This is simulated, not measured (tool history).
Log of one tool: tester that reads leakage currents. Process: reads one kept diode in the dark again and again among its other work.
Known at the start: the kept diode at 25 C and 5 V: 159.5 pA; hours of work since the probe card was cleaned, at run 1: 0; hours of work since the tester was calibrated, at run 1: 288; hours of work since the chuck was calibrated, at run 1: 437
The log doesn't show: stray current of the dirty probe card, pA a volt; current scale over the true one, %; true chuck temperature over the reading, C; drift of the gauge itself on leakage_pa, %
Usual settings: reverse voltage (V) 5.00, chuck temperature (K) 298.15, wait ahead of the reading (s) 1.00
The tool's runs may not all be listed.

| run | hour | reverse voltage (V) | chuck temperature (K) | wait ahead of the reading (s) | hours of work since the probe card was cleaned | hours of work since the tester was calibrated | hours of work since the chuck was calibrated | current that the tester gives (pA) |
|---|---|---|---|---|---|---|---|---|
| 1 | 0.0 | 5.00 | 298.15 | 1.00 | 0 | 288 | 437 | 164.36 |
| 2 | 47.5 | 5.00 | 298.15 | 1.00 | 35 | 323 | 472 | 164.46 |
| 3 | 100.1 | 5.00 | 298.15 | 2.70 | 74 | 362 | 511 | 164.81 |
| 4 | 138.5 | 5.00 | 298.15 | 2.70 | 102 | 390 | 539 | 164.42 |
| 5 | 174.1 | 5.00 | 298.15 | 2.70 | 129 | 416 | 566 | 164.79 |
| 6 | 237.5 | 5.00 | 298.15 | 2.70 | 176 | 463 | 613 | 165.22 |
| 7 | 295.1 | 5.00 | 298.15 | 1.00 | 218 | 506 | 655 | 166.91 |
| 8 | 341.1 | 5.00 | 298.15 | 1.00 | 252 | 540 | 689 | 167.27 |
| 9 | 386.8 | 5.00 | 298.15 | 1.00 | 286 | 574 | 723 | 167.53 |
| 10 | 424.1 | 5.00 | 298.15 | 1.00 | 314 | 601 | 751 | 168.24 |
| 11 | 469.3 | 5.00 | 298.15 | 1.00 | 347 | 635 | 784 | 169.00 |
|  | 476.6 | probe card cleaned and baked |
| 12 | 534.9 | 5.00 | 296.15 | 1.00 | 43 | 681 | 830 | 145.66 |
| 13 | 596.4 | 5.00 | 296.15 | 1.00 | 89 | 726 | 876 | 145.71 |
| 14 | 650.0 | 5.00 | 296.15 | 1.00 | 128 | 766 | 915 | 146.19 |
| 15 | 708.6 | 5.67 | 296.15 | 1.00 | 172 | 809 | 959 | 154.51 |
| 16 | 770.1 | 5.67 | 296.15 | 1.00 | 217 | 855 | 1004 | 154.01 |
|  | 784.6 | probe card cleaned and baked, once more |
| 17 | 840.7 | 5.00 | 298.15 | 1.00 | 41 | 905 | 1054 | 168.92 |
| 18 | 898.7 | 5.00 | 298.15 | 1.00 | 84 | 948 | 1097 | 169.28 |
| 19 | 954.6 | 5.00 | 298.15 | 1.00 | 126 | 989 | 1139 | 169.82 |
| 20 | 986.5 | 5.00 | 306.15 | 1.00 | 149 | 1013 | 1162 | 323.62 |
| 21 | 1047.5 | 5.00 | 306.15 | 1.00 | 194 | 1058 | 1207 | 324.64 |
| 22 | 1108.2 | 2.73 | 318.15 | 0.96 | 239 | 1103 | 1252 | 635.28 |
| 23 | 1179.2 | 2.73 | 318.15 | 0.96 | 292 | 1155 | 1305 | 637.08 |
| 24 | 1242.5 | 5.00 | 298.15 | 1.97 | 339 | 1202 | 1351 | 171.08 |
| 25 | 1309.8 | 5.69 | 302.15 | 0.45 | 388 | 1252 | 1401 | 253.29 |
| 26 | 1381.7 | 11.96 | 329.15 | 0.63 | 442 | 1305 | 1454 | 2431.17 |
| 27 | 1425.9 | 6.89 | 307.15 | 1.28 | 474 | 1338 | 1487 | 402.93 |
| 28 | 1488.4 | 6.89 | 305.15 | 3.51 | 521 | 1384 | 1533 | 342.97 |
| 29 | 1527.9 | 10.05 | 305.15 | 0.45 | 550 | 1413 | 1562 | 405.94 |
| 30 | 1585.4 | 15.41 | 326.15 | 0.71 | 592 | 1456 | 1605 | 2186.37 |
| 31 | 1624.1 | 5.00 | 320.15 | 0.52 | 621 | 1484 | 1634 | 939.33 |
| 32 | 1694.5 | 5.00 | 320.15 | 0.52 | 673 | 1536 | 1686 | 943.25 |
| 33 | 1767.1 | 5.00 | 320.15 | 0.52 | 727 | 1590 | 1739 | 942.86 |
|  | 1794.9 | chuck's temperature calibrated |
| 34 | 1835.4 | 5.00 | 294.15 | 0.60 | 776 | 1639 | 30 | 120.23 |
| 35 | 1868.2 | 5.00 | 294.15 | 0.60 | 800 | 1663 | 54 | 120.54 |
| 36 | 1936.0 | 5.00 | 294.15 | 0.60 | 850 | 1714 | 104 | 120.79 |
| 37 | 1977.6 | 4.10 | 298.15 | 0.53 | 881 | 1744 | 135 | 153.45 |
| 38 | 2030.8 | 1.40 | 316.15 | 1.25 | 920 | 1784 | 174 | 404.59 |
| 39 | 2100.5 | 1.40 | 316.15 | 1.25 | 972 | 1835 | 226 | 406.07 |

Measured less the same run without the tool's hidden state. The same run-to-run variation is in both; the gauge's scatter may not be:
| run | current that the tester gives (pA) |
|---|---|
| 1 | +2.79 |
| 2 | +3.22 |
| 3 | +3.69 |
| 4 | +4.04 |
| 5 | +4.36 |
| 6 | +4.97 |
| 7 | +5.53 |
| 8 | +5.94 |
| 9 | +6.38 |
| 10 | +6.74 |
| 11 | +7.20 |
| 12 | +8.01 |
| 13 | +8.49 |
| 14 | +8.92 |
| 15 | +10.21 |
| 16 | +10.72 |
| 17 | +7.58 |
| 18 | +8.12 |
| 19 | +8.64 |
| 20 | +15.56 |
| 21 | +16.44 |
| 22 | +29.76 |
| 23 | +31.14 |
| 24 | +11.26 |
| 25 | +16.28 |
| 26 | +124.26 |
| 27 | +26.51 |
| 28 | +24.25 |
| 29 | +29.87 |
| 30 | +128.86 |
| 31 | +57.53 |
| 32 | +59.67 |
| 33 | +61.67 |
| 34 | +3.13 |
| 35 | +3.38 |
| 36 | +3.87 |
| 37 | +3.21 |
| 38 | +0.40 |
| 39 | +1.24 |
